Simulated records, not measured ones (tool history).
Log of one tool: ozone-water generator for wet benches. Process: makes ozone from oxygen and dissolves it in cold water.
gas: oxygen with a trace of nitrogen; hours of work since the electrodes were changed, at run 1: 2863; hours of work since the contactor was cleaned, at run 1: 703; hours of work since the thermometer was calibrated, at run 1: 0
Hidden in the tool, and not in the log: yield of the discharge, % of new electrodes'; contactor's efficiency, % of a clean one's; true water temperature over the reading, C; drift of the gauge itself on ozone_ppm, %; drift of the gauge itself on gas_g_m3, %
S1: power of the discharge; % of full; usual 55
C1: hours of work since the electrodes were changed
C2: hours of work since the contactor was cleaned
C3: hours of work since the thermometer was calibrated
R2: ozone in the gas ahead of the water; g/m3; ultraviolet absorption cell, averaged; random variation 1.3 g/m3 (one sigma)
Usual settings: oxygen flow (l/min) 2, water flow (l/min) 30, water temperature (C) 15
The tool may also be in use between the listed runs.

run 1 hour=0 | S1=55 oxygen_flow_(l/min)=2 water_flow_(l/min)=30 water_temperature_(C)=15 | C1=2863 C2=703 C3=0 | dissolved_ozone_(ppm)=11.6 R2=234.6
run 2 hour=210.7 | S1=55 oxygen_flow_(l/min)=2 water_flow_(l/min)=30 water_temperature_(C)=19 | C1=2995 C2=836 C3=132 | dissolved_ozone_(ppm)=11.2 R2=238.4
run 3 hour=432 | S1=55 oxygen_flow_(l/min)=2 water_flow_(l/min)=30 water_temperature_(C)=8 | C1=3134 C2=974 C3=271 | dissolved_ozone_(ppm)=12 R2=236.6
run 4 hour=603.9 | S1=55 oxygen_flow_(l/min)=2 water_flow_(l/min)=30 water_temperature_(C)=8 | C1=3242 C2=1082 C3=379 | dissolved_ozone_(ppm)=12 R2=236.1
run 5 hour=733.7 | S1=55 oxygen_flow_(l/min)=2 water_flow_(l/min)=30 water_temperature_(C)=8 | C1=3323 C2=1164 C3=460 | dissolved_ozone_(ppm)=11.9 R2=236.8
run 6 hour=884.2 | S1=55 oxygen_flow_(l/min)=2 water_flow_(l/min)=30 water_temperature_(C)=8 | C1=3417 C2=1258 C3=555 | dissolved_ozone_(ppm)=11.9 R2=235.9
run 7 hour=989.3 | S1=55 oxygen_flow_(l/min)=2 water_flow_(l/min)=30 water_temperature_(C)=8 | C1=3483 C2=1324 C3=621 | dissolved_ozone_(ppm)=11.9 R2=237.5
run 8 hour=1188.2 | S1=55 oxygen_flow_(l/min)=2 water_flow_(l/min)=30 water_temperature_(C)=8 | C1=3608 C2=1449 C3=745 | dissolved_ozone_(ppm)=11.8 R2=236.6
run 9 hour=1351.9 | S1=55 oxygen_flow_(l/min)=2 water_flow_(l/min)=30 water_temperature_(C)=8 | C1=3711 C2=1551 C3=848 | dissolved_ozone_(ppm)=11.8 R2=239.9
run 10 hour=1531.8 | S1=55 oxygen_flow_(l/min)=2 water_flow_(l/min)=30 water_temperature_(C)=8 | C1=3824 C2=1664 C3=961 | dissolved_ozone_(ppm)=11.9 R2=239.3
run 11 hour=1733.3 | S1=55 oxygen_flow_(l/min)=2 water_flow_(l/min)=30 water_temperature_(C)=8 | C1=3950 C2=1791 C3=1087 | dissolved_ozone_(ppm)=11.9 R2=238.6
run 12 hour=1843.9 | S1=55 oxygen_flow_(l/min)=2 water_flow_(l/min)=30 water_temperature_(C)=8 | C1=4019 C2=1860 C3=1157 | dissolved_ozone_(ppm)=12 R2=241.2
run 13 hour=2047.9 | S1=55 oxygen_flow_(l/min)=2 water_flow_(l/min)=42 water_temperature_(C)=8 | C1=4147 C2=1988 C3=1285 | dissolved_ozone_(ppm)=7.8 R2=239
run 14 hour=2275.6 | S1=55 oxygen_flow_(l/min)=2 water_flow_(l/min)=30 water_temperature_(C)=15 | C1=4290 C2=2131 C3=1427 | dissolved_ozone_(ppm)=11.4 R2=238.7
run 15 hour=2374.3 | S1=55 oxygen_flow_(l/min)=3.18 water_flow_(l/min)=30 water_temperature_(C)=15 | C1=4352 C2=2193 C3=1489 | dissolved_ozone_(ppm)=14.1 R2=206.4
run 16 hour=2553.6 | S1=55 oxygen_flow_(l/min)=2 water_flow_(l/min)=21 water_temperature_(C)=15 | C1=4464 C2=2305 C3=1602 | dissolved_ozone_(ppm)=16.5 R2=238.9
run 17 hour=2685.5 | S1=55 oxygen_flow_(l/min)=2 water_flow_(l/min)=30 water_temperature_(C)=15 | C1=4547 C2=2388 C3=1684 | dissolved_ozone_(ppm)=11.5 R2=240.6
run 18 hour=2867.4 | S1=44 oxygen_flow_(l/min)=1.82 water_flow_(l/min)=37 water_temperature_(C)=15 | C1=4661 C2=2502 C3=1799 | dissolved_ozone_(ppm)=7.7 R2=223.4
run 19 hour=3015.3 | S1=44 oxygen_flow_(l/min)=1.82 water_flow_(l/min)=37 water_temperature_(C)=15 | C1=4754 C2=2595 C3=1891 | dissolved_ozone_(ppm)=7.6 R2=222
run 20 hour=3145.9 | S1=44 oxygen_flow_(l/min)=1.82 water_flow_(l/min)=37 water_temperature_(C)=15 | C1=4836 C2=2677 C3=1973 | dissolved_ozone_(ppm)=7.6 R2=222.4
run 21 hour=3360.3 | S1=44 oxygen_flow_(l/min)=1.61 water_flow_(l/min)=35 water_temperature_(C)=15 | C1=4970 C2=2811 C3=2108 | dissolved_ozone_(ppm)=7.8 R2=230.2
run 22 hour=3508.1 | S1=55 oxygen_flow_(l/min)=2 water_flow_(l/min)=30 water_temperature_(C)=9 | C1=5063 C2=2904 C3=2200 | dissolved_ozone_(ppm)=11.8 R2=241.2
run 23 hour=3639 | S1=68 oxygen_flow_(l/min)=2 water_flow_(l/min)=30 water_temperature_(C)=9 | C1=5145 C2=2986 C3=2283 | dissolved_ozone_(ppm)=13.3 R2=270.1
run 24 hour=3836.7 | S1=68 oxygen_flow_(l/min)=2 water_flow_(l/min)=30 water_temperature_(C)=9 | C1=5269 C2=3110 C3=2407 | dissolved_ozone_(ppm)=13.3 R2=272.5
run 25 hour=3929.2 | S1=84 oxygen_flow_(l/min)=1.86 water_flow_(l/min)=20 water_temperature_(C)=15 | C1=5327 C2=3168 C3=2465 | dissolved_ozone_(ppm)=20.6 R2=310.4
run 26 hour=4040.7 | S1=59 oxygen_flow_(l/min)=3.11 water_flow_(l/min)=30 water_temperature_(C)=21 | C1=5397 C2=3238 C3=2535 | dissolved_ozone_(ppm)=14 R2=218.2
run 27 hour=4226.6 | S1=42 oxygen_flow_(l/min)=2 water_flow_(l/min)=30 water_temperature_(C)=13 | C1=5514 C2=3354 C3=2651 | dissolved_ozone_(ppm)=10.1 R2=212.4
-- hour=4323 gauge calibrated
run 28 hour=4354.3 | S1=42 oxygen_flow_(l/min)=2 water_flow_(l/min)=35 water_temperature_(C)=18 | C1=5594 C2=3435 C3=2731 | dissolved_ozone_(ppm)=8.1 R2=205.3
run 29 hour=4551.2 | S1=55 oxygen_flow_(l/min)=2.01 water_flow_(l/min)=30 water_temperature_(C)=13 | C1=5717 C2=3558 C3=2855 | dissolved_ozone_(ppm)=11.6 R2=238.7
run 30 hour=4721 | S1=90 oxygen_flow_(l/min)=2.36 water_flow_(l/min)=24 water_temperature_(C)=20 | C1=5824 C2=3665 C3=2961 | dissolved_ozone_(ppm)=19.5 R2=290.7
-- hour=4806.4 contactor cleaned
run 31 hour=4915.8 | S1=40 oxygen_flow_(l/min)=1.08 water_flow_(l/min)=21 water_temperature_(C)=8 | C1=5944 C2=69 C3=3081 | dissolved_ozone_(ppm)=10.4 R2=247.9
run 32 hour=5071.3 | S1=40 oxygen_flow_(l/min)=1.67 water_flow_(l/min)=30 water_temperature_(C)=8 | C1=6041 C2=166 C3=3178 | dissolved_ozone_(ppm)=9.2 R2=214.4
run 33 hour=5171.2 | S1=40 oxygen_flow_(l/min)=1.67 water_flow_(l/min)=30 water_temperature_(C)=11 | C1=6104 C2=229 C3=3241 | dissolved_ozone_(ppm)=9 R2=214.5

4 ways to go on from here, each from the tool as it stands after run 33. What would each give?
run A hour=5275.9 | S1=49 oxygen_flow_(l/min)=3.27 water_flow_(l/min)=30 water_temperature_(C)=14 | C1=6169 C2=294 C3=3307 | dissolved_ozone_(ppm)=? R2=?
run B hour=5275.9 | S1=92 oxygen_flow_(l/min)=3.35 water_flow_(l/min)=30 water_temperature_(C)=11 | C1=6169 C2=294 C3=3307 | dissolved_ozone_(ppm)=? R2=?
run C hour=5275.9 | S1=50 oxygen_flow_(l/min)=1.67 water_flow_(l/min)=34 water_temperature_(C)=11 | C1=6169 C2=294 C3=3307 | dissolved_ozone_(ppm)=? R2=?
run D hour=5275.9 | S1=79 oxygen_flow_(l/min)=2.29 water_flow_(l/min)=30 water_temperature_(C)=8 | C1=6169 C2=294 C3=3307 | dissolved_ozone_(ppm)=? R2=?

run=A dissolved_ozone_(ppm)=13.8 R2=189.6
run=B dissolved_ozone_(ppm)=19.6 R2=264.2
run=C dissolved_ozone_(ppm)=8.9 R2=239.8
run=D dissolved_ozone_(ppm)=15.4 R2=275.5
Without the tool's hidden state the same runs would have given:
run=A dissolved_ozone_(ppm)=13.9 R2=188.7
run=B dissolved_ozone_(ppm)=19.6 R2=263.2
run=C dissolved_ozone_(ppm)=8.9 R2=238.7
run=D dissolved_ozone_(ppm)=15.4 R2=274.4
